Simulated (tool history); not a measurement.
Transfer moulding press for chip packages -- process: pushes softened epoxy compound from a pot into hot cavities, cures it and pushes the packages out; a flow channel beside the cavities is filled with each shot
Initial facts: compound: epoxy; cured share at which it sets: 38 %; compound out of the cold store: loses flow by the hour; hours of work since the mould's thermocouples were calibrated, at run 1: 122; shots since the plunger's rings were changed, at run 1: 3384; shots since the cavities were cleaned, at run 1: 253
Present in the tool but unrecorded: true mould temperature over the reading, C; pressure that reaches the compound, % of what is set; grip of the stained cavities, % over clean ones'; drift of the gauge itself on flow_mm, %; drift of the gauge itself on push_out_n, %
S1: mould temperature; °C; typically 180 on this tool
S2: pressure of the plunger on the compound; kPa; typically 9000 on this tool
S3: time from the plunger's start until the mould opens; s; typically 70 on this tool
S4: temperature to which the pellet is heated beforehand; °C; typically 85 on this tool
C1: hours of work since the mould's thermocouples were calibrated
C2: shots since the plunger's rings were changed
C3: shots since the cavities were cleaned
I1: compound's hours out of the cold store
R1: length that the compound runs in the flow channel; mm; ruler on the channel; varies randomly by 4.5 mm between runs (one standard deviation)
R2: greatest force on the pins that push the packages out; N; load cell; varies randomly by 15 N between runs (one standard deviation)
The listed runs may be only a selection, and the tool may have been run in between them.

Run 1, hour 0.0: usual settings; C1 122; C2 3384; C3 253; I1 13.5. Result: R1 637 mm, R2 875 N.
Run 2, hour 30.5: usual settings; C1 139; C2 3827; C3 696; I1 13.5. Result: R1 618 mm, R2 1001 N.
At hour 49.2: plunger's sealing rings changed.
At hour 53.2: cavities cleaned with cleaning compound and waxed.
Run 3, hour 72.5: usual settings; C1 161; C2 317; C3 279; I1 14.3. Result: R1 660 mm, R2 869 N.
Run 4, hour 117.6: usual settings; C1 186; C2 973; C3 935; I1 29.1. Result: R1 611 mm, R2 963 N.
At hour 122.0: cavities cleaned with cleaning compound and waxed.
Run 5, hour 173.1: usual settings; C1 217; C2 1759; C3 743; I1 42.8. Result: R1 578 mm, R2 876 N.
At hour 191.2: cavities cleaned with cleaning compound and waxed.
Run 6, hour 214.5: usual settings; C1 239; C2 2339; C3 339; I1 9.8. Result: R1 652 mm, R2 915 N.
At hour 262.7: cavities cleaned with cleaning compound and waxed.
Run 7, hour 267.8: usual settings; C1 269; C2 3092; C3 75; I1 47.2. Result: R1 555 mm, R2 703 N.
Run 8, hour 319.9: usual settings; C1 298; C2 3849; C3 832; I1 19.8. Result: R1 611 mm, R2 980 N.
At hour 333.6: cavities cleaned with cleaning compound and waxed.
At hour 341.1: plunger's sealing rings changed.
Run 9, hour 381.0: usual settings; C1 330; C2 581; C3 653; I1 14.8. Result: R1 655 mm, R2 951 N.
At hour 405.0: cavities cleaned with cleaning compound and waxed.
Run 10, hour 423.0: usual settings; C1 353; C2 1169; C3 261; I1 14.8. Result: R1 653 mm, R2 841 N.
Run 11, hour 460.1: usual settings but S4 89 °C; C1 374; C2 1709; C3 801; I1 8.1. Result: R1 673 mm, R2 989 N.
At hour 475.6: cavities cleaned with cleaning compound and waxed.
Run 12, hour 507.6: usual settings but S4 89 °C; C1 400; C2 2377; C3 464; I1 25.8. Result: R1 607 mm, R2 872 N.
At hour 543.9: cavities cleaned with cleaning compound and waxed.
Run 13, hour 553.8: usual settings but S4 90 °C; C1 426; C2 3028; C3 144; I1 22.2. Result: R1 605 mm, R2 783 N.
Run 14, hour 579.1: usual settings but S1 186 °C; C1 440; C2 3395; C3 511; I1 36.0. Result: R1 565 mm, R2 608 N.
At hour 616.6: cavities cleaned with cleaning compound and waxed.
At hour 627.5: plunger's sealing rings changed.
Run 15, hour 640.7: usual settings but S1 186 °C; C1 472; C2 193; C3 314; I1 18.3. Result: R1 632 mm, R2 609 N.
Run 16, hour 666.8: usual settings but S1 186 °C, S2 8800 kPa, S3 84 s; C1 487; C2 571; C3 692; I1 14.8. Result: R1 634 mm, R2 546 N.
At hour 688.4: cavities cleaned with cleaning compound and waxed.
Run 17, hour 725.2: usual settings but S1 186 °C, S2 8800 kPa, S3 84 s, S4 89 °C; C1 519; C2 1399; C3 535; I1 47.5. Result: R1 554 mm, R2 531 N.
At hour 758.7: cavities cleaned with cleaning compound and waxed.
Run 18, hour 758.7: usual settings but S1 173 °C, S3 108 s; C1 537; C2 1865; C3 0; I1 12.9. Result: R1 666 mm, R2 491 N.
Run 19, hour 806.8: usual settings but S1 173 °C, S3 108 s; C1 564; C2 2564; C3 699; I1 36.6. Result: R1 602 mm, R2 597 N.
At hour 828.6: cavities cleaned with cleaning compound and waxed.
Run 20, hour 858.4: usual settings but S1 184 °C, S2 7100 kPa, S4 88 °C; C1 593; C2 3292; C3 434; I1 17.2. Result: R1 543 mm, R2 680 N.
At hour 899.7: cavities cleaned with cleaning compound and waxed.
Run 21, hour 905.1: usual settings but S1 184 °C, S2 7100 kPa, S4 88 °C; C1 618; C2 3949; C3 79; I1 33.7. Result: R1 501 mm, R2 565 N.
At hour 914.8: plunger's sealing rings changed.
Run 22, hour 938.4: usual settings but S1 184 °C, S2 7100 kPa, S4 88 °C; C1 636; C2 344; C3 527; I1 20.5. Result: R1 566 mm, R2 704 N.
At hour 970.8: cavities cleaned with cleaning compound and waxed.
Run 23, hour 988.9: usual settings but S1 184 °C, S2 7100 kPa, S3 98 s, S4 88 °C; C1 663; C2 1056; C3 263; I1 36.0. Result: R1 526 mm, R2 487 N.
Run 24, hour 1025.1: usual settings but S3 83 s; C1 684; C2 1582; C3 789; I1 23.2. Result: R1 617 mm, R2 655 N.
At hour 1041.9: cavities cleaned with cleaning compound and waxed.
Run 25, hour 1079.9: usual settings but S2 7130 kPa, S3 83 s, S4 87 °C; C1 714; C2 2356; C3 552; I1 42.6. Result: R1 512 mm, R2 616 N.
Run 26, hour 1107.3: usual settings but S2 7130 kPa, S3 66 s, S4 78 °C; C1 729; C2 2754; C3 950; I1 13.0. Result: R1 569 mm, R2 1254 N.
At hour 1114.1: cavities cleaned with cleaning compound and waxed.
Run 27, hour 1154.9: usual settings but S2 7130 kPa, S3 66 s, S4 78 °C; C1 756; C2 3425; C3 593; I1 24.9. Result: R1 535 mm, R2 1101 N.

Across each entry between runs, compare the hidden state at the last listed run before it with the hidden state at the first listed run after it:
Between runs 2 and 3: plunger's sealing rings changed (hour 49.2); cavities cleaned with cleaning compound and waxed (hour 53.2)
  true mould temperature over the reading, C: 0.03 -> 0.05; pressure that reaches the compound, % of what is set: 87.97 -> 98.46; grip of the stained cavities, % over clean ones': 29.9 -> 14.5
  the result without the hidden state subtracted from the measured one, R1: -41 -> -5 mm; R2: +229 -> +107 N
Between runs 4 and 5: cavities cleaned with cleaning compound and waxed (hour 122.0)
  true mould temperature over the reading, C: 0.07 -> 0.09; pressure that reaches the compound, % of what is set: 96.65 -> 94.39; grip of the stained cavities, % over clean ones': 35.9 -> 31.4
  the result without the hidden state subtracted from the measured one, R1: -11 -> -17 mm; R2: +251 -> +206 N
Between runs 5 and 6: cavities cleaned with cleaning compound and waxed (hour 191.2)
  true mould temperature over the reading, C: 0.09 -> 0.11; pressure that reaches the compound, % of what is set: 94.39 -> 92.83; grip of the stained cavities, % over clean ones': 31.4 -> 19
  the result without the hidden state subtracted from the measured one, R1: -17 -> -25 mm; R2: +206 -> +140 N
Between runs 6 and 7: cavities cleaned with cleaning compound and waxed (hour 262.7)
  true mould temperature over the reading, C: 0.11 -> 0.14; pressure that reaches the compound, % of what is set: 92.83 -> 90.6; grip of the stained cavities, % over clean ones': 19 -> 5.1
  the result without the hidden state subtracted from the measured one, R1: -25 -> -28 mm; R2: +140 -> +28 N
Between runs 8 and 9: cavities cleaned with cleaning compound and waxed (hour 333.6); plunger's sealing rings changed (hour 341.1)
  true mould temperature over the reading, C: 0.16 -> 0.19; pressure that reaches the compound, % of what is set: 88.46 -> 98.01; grip of the stained cavities, % over clean ones': 34 -> 29.4
  the result without the hidden state subtracted from the measured one, R1: -39 -> -7 mm; R2: +241 -> +206 N
Between runs 9 and 10: cavities cleaned with cleaning compound and waxed (hour 405.0)
  true mould temperature over the reading, C: 0.19 -> 0.21; pressure that reaches the compound, % of what is set: 98.01 -> 96.28; grip of the stained cavities, % over clean ones': 29.4 -> 14.2
  the result without the hidden state subtracted from the measured one, R1: -7 -> -13 mm; R2: +206 -> +93 N
Between runs 11 and 12: cavities cleaned with cleaning compound and waxed (hour 475.6)
  true mould temperature over the reading, C: 0.23 -> 0.25; pressure that reaches the compound, % of what is set: 94.68 -> 92.72; grip of the stained cavities, % over clean ones': 32.5 -> 22.8
  the result without the hidden state subtracted from the measured one, R1: -19 -> -24 mm; R2: +229 -> +149 N
Between runs 12 and 13: cavities cleaned with cleaning compound and waxed (hour 543.9)
  true mould temperature over the reading, C: 0.25 -> 0.28; pressure that reaches the compound, % of what is set: 92.72 -> 90.78; grip of the stained cavities, % over clean ones': 22.8 -> 10
  the result without the hidden state subtracted from the measured one, R1: -24 -> -31 mm; R2: +149 -> +57 N
Between runs 14 and 15: cavities cleaned with cleaning compound and waxed (hour 616.6); plunger's sealing rings changed (hour 627.5)
  true mould temperature over the reading, C: 0.29 -> 0.32; pressure that reaches the compound, % of what is set: 89.88 -> 98.9; grip of the stained cavities, % over clean ones': 24.3 -> 19.5
  the result without the hidden state subtracted from the measured one, R1: -32 -> -4 mm; R2: +114 -> +92 N
Between runs 16 and 17: cavities cleaned with cleaning compound and waxed (hour 688.4)
  true mould temperature over the reading, C: 0.33 -> 0.36; pressure that reaches the compound, % of what is set: 97.71 -> 95.33; grip of the stained cavities, % over clean ones': 31.4 -> 24.4
  the result without the hidden state subtracted from the measured one, R1: -8 -> -15 mm; R2: +129 -> +103 N
Between runs 17 and 18: cavities cleaned with cleaning compound and waxed (hour 758.7)
  true mould temperature over the reading, C: 0.36 -> 0.38; pressure that reaches the compound, % of what is set: 95.33 -> 93.99; grip of the stained cavities, % over clean ones': 24.4 -> 1.6
  the result without the hidden state subtracted from the measured one, R1: -15 -> -22 mm; R2: +103 -> +2 N
Between runs 19 and 20: cavities cleaned with cleaning compound and waxed (hour 828.6)
  true mould temperature over the reading, C: 0.4 -> 0.42; pressure that reaches the compound, % of what is set: 92.01 -> 89.79; grip of the stained cavities, % over clean ones': 30 -> 23
  the result without the hidden state subtracted from the measured one, R1: -26 -> -31 mm; R2: +132 -> +115 N
Between runs 20 and 21: cavities cleaned with cleaning compound and waxed (hour 899.7)
  true mould temperature over the reading, C: 0.42 -> 0.45; pressure that reaches the compound, % of what is set: 89.79 -> 87.86; grip of the stained cavities, % over clean ones': 23 -> 7.1
  the result without the hidden state subtracted from the measured one, R1: -31 -> -34 mm; R2: +115 -> +26 N
Between runs 21 and 22: plunger's sealing rings changed (hour 914.8)
  true mould temperature over the reading, C: 0.45 -> 0.46; pressure that reaches the compound, % of what is set: 87.86 -> 98.79; grip of the stained cavities, % over clean ones': 7.1 -> 26.3
  the result without the hidden state subtracted from the measured one, R1: -34 -> -5 mm; R2: +26 -> +134 N
Between runs 22 and 23: cavities cleaned with cleaning compound and waxed (hour 970.8)
  true mould temperature over the reading, C: 0.46 -> 0.49; pressure that reaches the compound, % of what is set: 98.79 -> 96.87; grip of the stained cavities, % over clean ones': 26.3 -> 14.7
  the result without the hidden state subtracted from the measured one, R1: -5 -> -10 mm; R2: +134 -> +61 N
Between runs 24 and 25: cavities cleaned with cleaning compound and waxed (hour 1041.9)
  true mould temperature over the reading, C: 0.51 -> 0.53; pressure that reaches the compound, % of what is set: 95.43 -> 93.32; grip of the stained cavities, % over clean ones': 32.6 -> 27.6
  the result without the hidden state subtracted from the measured one, R1: -16 -> -19 mm; R2: +150 -> +124 N
Between runs 26 and 27: cavities cleaned with cleaning compound and waxed (hour 1114.1)
  true mould temperature over the reading, C: 0.54 -> 0.57; pressure that reaches the compound, % of what is set: 92.15 -> 90.29; grip of the stained cavities, % over clean ones': 37.2 -> 27.4
  the result without the hidden state subtracted from the measured one, R1: -25 -> -30 mm; R2: +302 -> +202 N

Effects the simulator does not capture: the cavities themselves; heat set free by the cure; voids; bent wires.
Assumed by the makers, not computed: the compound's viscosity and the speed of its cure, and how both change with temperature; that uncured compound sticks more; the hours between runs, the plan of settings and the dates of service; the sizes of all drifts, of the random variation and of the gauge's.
